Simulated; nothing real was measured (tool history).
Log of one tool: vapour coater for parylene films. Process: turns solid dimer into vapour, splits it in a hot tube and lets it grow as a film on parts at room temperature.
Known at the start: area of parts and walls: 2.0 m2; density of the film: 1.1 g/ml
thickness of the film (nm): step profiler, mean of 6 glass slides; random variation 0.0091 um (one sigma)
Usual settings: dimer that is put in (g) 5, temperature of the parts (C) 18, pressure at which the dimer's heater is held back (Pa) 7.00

| run | hour | dimer that is put in (g) | temperature of the parts (C) | pressure at which the dimer's heater is held back (Pa) | thickness of the film (nm) |
|---|---|---|---|---|---|
| 1 | 0.0 | 5 | 18 | 7.00 | 953 |
| 2 | 66.7 | 5 | 18 | 7.00 | 1077 |
| 3 | 98.8 | 5 | 18 | 7.00 | 1048 |
| 4 | 155.5 | 5 | 18 | 7.00 | 1061 |
| 5 | 216.4 | 5 | 18 | 7.00 | 1009 |
| 6 | 265.9 | 5 | 18 | 7.00 | 1026 |
| 7 | 329.3 | 5 | 29 | 7.00 | 812 |
| 8 | 359.9 | 7 | 18 | 2.54 | 1753 |
| 9 | 405.6 | 5 | 17 | 7.00 | 1017 |
| 10 | 469.0 | 8 | 15 | 7.45 | 1651 |
| 11 | 511.2 | 5 | 17 | 2.50 | 1234 |
| 12 | 564.9 | 5 | 18 | 7.34 | 963 |

Not shown: 1 entry that the log had between the listed runs. Between which runs, and how does the tool's hidden state differ before and after?
Between runs 1 and 2: trap's valve overhauled (hour 62.8)
  vapour lost through the trap's worn valve, %: 12.5 -> 0.8; true temperature of the parts over the reading, C: -0.03 -> -0.07
  measured less the result without the state, thickness of the film (nm): -134 -> -7

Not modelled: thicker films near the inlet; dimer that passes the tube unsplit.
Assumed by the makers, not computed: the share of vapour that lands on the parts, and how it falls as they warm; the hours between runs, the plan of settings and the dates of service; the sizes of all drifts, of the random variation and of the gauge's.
